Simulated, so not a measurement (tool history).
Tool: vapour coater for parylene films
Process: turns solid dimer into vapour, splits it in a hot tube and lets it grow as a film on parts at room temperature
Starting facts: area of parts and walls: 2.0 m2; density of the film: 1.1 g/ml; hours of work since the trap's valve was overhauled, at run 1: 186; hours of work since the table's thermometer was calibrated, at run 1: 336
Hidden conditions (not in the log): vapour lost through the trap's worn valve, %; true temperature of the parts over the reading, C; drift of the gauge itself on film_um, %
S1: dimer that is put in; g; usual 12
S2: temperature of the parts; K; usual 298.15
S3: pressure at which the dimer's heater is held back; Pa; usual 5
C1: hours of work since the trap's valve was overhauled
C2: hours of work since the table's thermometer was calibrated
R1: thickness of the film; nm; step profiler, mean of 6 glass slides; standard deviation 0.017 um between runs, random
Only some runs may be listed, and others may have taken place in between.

run   hour  S1      S2     S3   C1   C2    R1
  1      0  12  298.15      5  186  336  2550
  2   14.5  12  299.15      5  197  346  2510
  3   32.1  12  294.15      5  209  359  2910
  4   53.1  12  298.15      5  224  373  2560
  5   68.5  12  292.15      5  235  384  3160
  6   88.4  12  292.15      5  249  398  3100
  7   98.3  12  292.15      5  256  405  3150
  8  121.5  12  292.15      5  272  422  3120
     146.3  -- trap's valve overhauled
  9  147.6  12  292.15      5    1  437  3150
 10    160  12  298.15      5   10  446  2590
 11    174  12  298.15      5   20  456  2570
 12  190.1  12  298.15      5   31  468  2590
 13  212.3  12  298.15      5   47  483  2580
 14  227.5  12  298.15      5   57  494  2560
 15  240.7  12  298.15      5   67  503  2550
 16  259.5  12  298.15      5   80  517  2580
 17  272.2  12  298.15      5   89  526  2610
 18  292.5  12  298.15   6.13  103  540  2520
 19  310.8  12  298.15      5  116  553  2570
 20  335.3  12  298.15      5  134  570  2550
 21  356.4  12  298.15      5  149  585  2570
 22  375.7   9  308.15   2.65  162  599  1490
 23  388.1  18  308.15  10.44  171  608  2610
 24  405.4  12  304.15      5  183  620  2120
 25  420.8   8  296.15      5  194  631  1840
 26  440.8   6  302.15   2.42  208  645  1180
 27  461.6  21  302.15   2.42  223  660  4180
 28    482  21  302.15   2.42  238  674  4160
 29  495.5   8  296.15   4.56  247  684  1850
 30  520.1   8  296.15   4.56  265  701  1850
 31  543.2   8  298.15  10.04  281  717  1620
     556.5  -- trap's valve overhauled
 32  559.5   8  298.15  10.04    2  726  1620
 33    579   7  298.15  10.54   16  740  1410
 34  594.2   6  298.15      5   27  751  1280
 35  614.9   9  298.15      5   41  765  1930
 36  631.9   9  298.15      5   53  777  1910
 37  646.2  13  298.15  10.01   63  787  2610
 38  661.4   8  299.15  10.01   74  798  1590
 39  683.2   8  299.15  10.01   90  814  1560
 40  699.8   9  295.15      5  101  825  2130
 41  718.1  19  296.15   5.08  114  838  4310

Here are 3 independent what-if runs from the current tool condition. What would each one return?
  A  741.3  12  304.15  7.17  131  855   ?
  B  741.3   6  298.15     5  131  855   ?
  C  741.3   5  298.15  5.23  131  855   ?

run    R1
  A  2060
  B  1290
  C  1050
With no hidden state in the tool, these same runs would have given:
run    R1
  A  2060
  B  1290
  C  1050
